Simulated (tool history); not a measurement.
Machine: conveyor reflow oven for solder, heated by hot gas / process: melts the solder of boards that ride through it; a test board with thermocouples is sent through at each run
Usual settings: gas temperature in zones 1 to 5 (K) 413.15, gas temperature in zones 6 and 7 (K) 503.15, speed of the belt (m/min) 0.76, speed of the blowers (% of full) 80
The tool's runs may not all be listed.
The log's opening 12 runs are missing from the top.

run    hour  gas temperature in zones 1 to 5 (K)  gas temperature in zones 6 and 7 (K)  speed of the belt (m/min)  speed of the blowers (% of full)  highest temperature of the board (K)  time above the solder's melting point (s)
 13   465.3                               413.15                                503.15                       0.76                                80                                491.65                                       43.2
 14   501.9                               413.15                                503.15                       0.76                                80                                492.25                                       43.4
 15   546.3                               413.15                                503.15                       0.76                                80                                491.55                                       42.9
 16   587.5                               413.15                                503.15                       0.76                                80                                491.05                                         43
 17   632.2                               413.15                                503.15                       0.76                                80                                490.75                                       42.3
 18     655                               405.15                                503.15                       0.76                                80                                489.75                                       40.6
 19   702.8                               405.15                                503.15                       0.76                                80                                489.75                                       40.1
      718.5  -- belt drive overhauled, speed set with a stopwatch
 20   749.2                               404.15                                516.15                       0.76                                90                                502.15                                       46.1
 21   788.2                               425.15                                516.15                       0.76                                85                                504.75                                       51.8
 22   813.9                               424.15                                500.15                       0.76                                80                                489.95                                       44.8
      842.5  -- thermocouples of zones 6 and 7 changed
 23   865.7                               424.15                                500.15                       0.76                                80                                486.95                                       43.1
 24   915.5                               424.15                                500.15                       0.76                                80                                485.85                                       43.3
 25   951.6                               416.15                                507.15                      0.838                                80                                486.95                                       36.7
 26     999                               416.15                                507.15                      0.838                                80                                487.45                                         37
 27    1033                               416.15                                507.15                      0.838                                80                                487.55                                       36.3
 28  1057.6                               411.15                                494.15                      0.704                                84                                481.45                                       39.4
 29  1107.7                               411.15                                494.15                      0.704                                84                                481.15                                       38.8
     1135.7  -- flux residue cleaned out of gas plates and filters
 30  1137.8                               411.15                                494.15                      0.704                                84                                484.85                                       43.2
 31  1161.5                               413.15                                502.15                       0.76                                53                                481.35                                       35.1

Consider 3 possible next runs. They are alternatives, not a sequence: every one starts from the tool as it was left by run 31. What does each give?
  A  1192.8                               400.15                                495.15                       0.76                                80                                     ?                                          ?
  B  1192.8                               413.15                                511.15                       0.73                                53                                     ?                                          ?
  C  1192.8                               428.15                                502.15                       0.76                                53                                     ?                                          ?

run  highest temperature of the board (K)  time above the solder's melting point (s)
  A                                481.55                                       33.9
  B                                489.55                                       43.1
  C                                484.35                                       42.2
Stripped of hidden state, with their random variation kept, the same runs would have yielded:
run  highest temperature of the board (K)  time above the solder's melting point (s)
  A                                481.65                                       33.9
  B                                489.55                                       42.9
  C                                484.25                                         42
